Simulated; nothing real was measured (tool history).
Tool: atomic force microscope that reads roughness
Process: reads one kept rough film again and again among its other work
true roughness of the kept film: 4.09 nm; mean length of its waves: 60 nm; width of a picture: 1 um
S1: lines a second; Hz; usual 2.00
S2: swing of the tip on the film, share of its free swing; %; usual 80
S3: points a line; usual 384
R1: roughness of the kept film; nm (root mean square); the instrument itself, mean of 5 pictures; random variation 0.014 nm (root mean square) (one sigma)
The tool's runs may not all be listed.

run   hour    S1  S2   S3     R1
  1    0.0  2.00  80  384  3.435
  2   13.9  2.00  80  384  3.401
  3   26.6  2.00  80  384  3.438
  4   34.9  2.00  80  384  3.430
  5   45.5  2.00  80  384  3.454
  6   60.0  2.00  80  669  3.436
  7   71.8  2.00  80  669  3.436
  8   79.1  2.00  80  669  3.446
  9   91.6  2.00  80  831  3.454
 10  104.5  2.00  80  831  3.452
 11  118.0  2.00  72  734  3.584
 12  126.9  2.00  72  734  3.593
 13  134.8  0.51  72  522  3.834
 14  143.9  1.14  63  368  3.824
 15  152.3  0.52  64  384  3.900

Not shown: 3 entries that the log had between the listed runs. Between which runs, and how does the tool's hidden state differ before and after?
Between runs 2 and 3: new tip fitted (hour 24.4)
  radius of the tip, nm: 7.2 -> 7
Between runs 8 and 9: new tip fitted (hour 84.4)
  radius of the tip, nm: 7.2 -> 7
Between runs 14 and 15: new tip fitted (hour 145.4)
  radius of the tip, nm: 7.2 -> 7
